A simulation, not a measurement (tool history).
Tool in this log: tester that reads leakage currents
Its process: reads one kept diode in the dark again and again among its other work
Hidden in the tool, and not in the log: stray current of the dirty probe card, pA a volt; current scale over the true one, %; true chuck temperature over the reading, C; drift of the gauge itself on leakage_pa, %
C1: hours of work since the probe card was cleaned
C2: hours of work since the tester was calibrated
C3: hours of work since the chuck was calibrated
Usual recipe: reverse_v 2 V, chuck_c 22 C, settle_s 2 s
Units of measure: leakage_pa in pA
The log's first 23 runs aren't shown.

Run 24, hour 1351: usual settings but reverse_v 1.6 V, chuck_c 43 C, settle_s 1.2 s; C1 84; C2 1798; C3 467. Result: leakage_pa 367.51 pA.
Run 25, hour 1427.1: usual settings but reverse_v 12.42 V, chuck_c 50 C, settle_s 1.14 s; C1 122; C2 1837; C3 506. Result: leakage_pa 1443.83 pA.
Run 26, hour 1470.9: usual settings but reverse_v 12.42 V, chuck_c 50 C, settle_s 1.14 s; C1 145; C2 1860; C3 528. Result: leakage_pa 1447.87 pA.
Run 27, hour 1509.2: usual settings but reverse_v 17.28 V, chuck_c 29 C, settle_s 0.66 s; C1 164; C2 1879; C3 547. Result: leakage_pa 388.44 pA.
Run 28, hour 1549.9: usual settings but settle_s 1.41 s; C1 185; C2 1900; C3 568. Result: leakage_pa 86.75 pA.
Run 29, hour 1611.4: usual settings but reverse_v 19.65 V, settle_s 4.47 s; C1 216; C2 1931; C3 600. Result: leakage_pa 242.73 pA.
Run 30, hour 1687.1: usual settings but reverse_v 2.74 V, chuck_c 33 C, settle_s 4.47 s; C1 255; C2 1970; C3 638. Result: leakage_pa 229.16 pA.
Run 31, hour 1765.3: usual settings but reverse_v 2.74 V, chuck_c 33 C, settle_s 4.47 s; C1 295; C2 2010; C3 678. Result: leakage_pa 229.88 pA.
Run 32, hour 1817.5: usual settings but reverse_v 1.45 V, chuck_c 53 C, settle_s 0.89 s; C1 322; C2 2037; C3 705. Result: leakage_pa 689.08 pA.
At hour 1832.8: tester calibrated.
Run 33, hour 1874: usual settings but reverse_v 10.93 V, chuck_c 25 C, settle_s 1.89 s; C1 350; C2 21; C3 733. Result: leakage_pa 240.84 pA.
Run 34, hour 1932.9: usual settings but chuck_c 24 C; C1 380; C2 51; C3 763. Result: leakage_pa 103.67 pA.
Run 35, hour 1974.7: usual settings but reverse_v 13.23 V, settle_s 0.62 s; C1 401; C2 72; C3 784. Result: leakage_pa 216.39 pA.
Run 36, hour 2053.8: usual settings but reverse_v 13.23 V, settle_s 0.62 s; C1 441; C2 113; C3 825. Result: leakage_pa 218.41 pA.
Run 37, hour 2088.4: usual settings but chuck_c 58 C, settle_s 5.63 s; C1 459; C2 131; C3 842. Result: leakage_pa 1119.73 pA.
Run 38, hour 2165.7: usual settings but reverse_v 17.52 V, chuck_c 53 C, settle_s 5.63 s; C1 499; C2 170; C3 882. Result: leakage_pa 2112.82 pA.

Forecast each of these 5 alternatives for the next run:
Run A, hour 2238.1: usual settings but reverse_v 15.86 V, chuck_c 45 C, settle_s 3.7 s; C1 535; C2 207; C3 919. Result: leakage_pa ?.
Run B, hour 2238.1: usual settings but reverse_v 5.05 V, chuck_c 21 C, settle_s 1.74 s; C1 535; C2 207; C3 919. Result: leakage_pa ?.
Run C, hour 2238.1: usual settings but reverse_v 17.52 V, chuck_c 53 C, settle_s 1.64 s; C1 535; C2 207; C3 919. Result: leakage_pa ?.
Run D, hour 2238.1: usual settings but reverse_v 4.71 V, chuck_c 25 C, settle_s 7.72 s; C1 535; C2 207; C3 919. Result: leakage_pa ?.
Run E, hour 2238.1: usual settings but reverse_v 2.73 V, chuck_c 59 C, settle_s 2.78 s; C1 535; C2 207; C3 919. Result: leakage_pa ?.

run  leakage_pa
  A     1192.09
  B      127.56
  C     2114.65
  D       166.1
  E     1363.07
With no hidden state in the tool, these same runs would have given:
run  leakage_pa
  A     1142.45
  B         118
  C     2041.06
  D      155.82
  E      1326.3

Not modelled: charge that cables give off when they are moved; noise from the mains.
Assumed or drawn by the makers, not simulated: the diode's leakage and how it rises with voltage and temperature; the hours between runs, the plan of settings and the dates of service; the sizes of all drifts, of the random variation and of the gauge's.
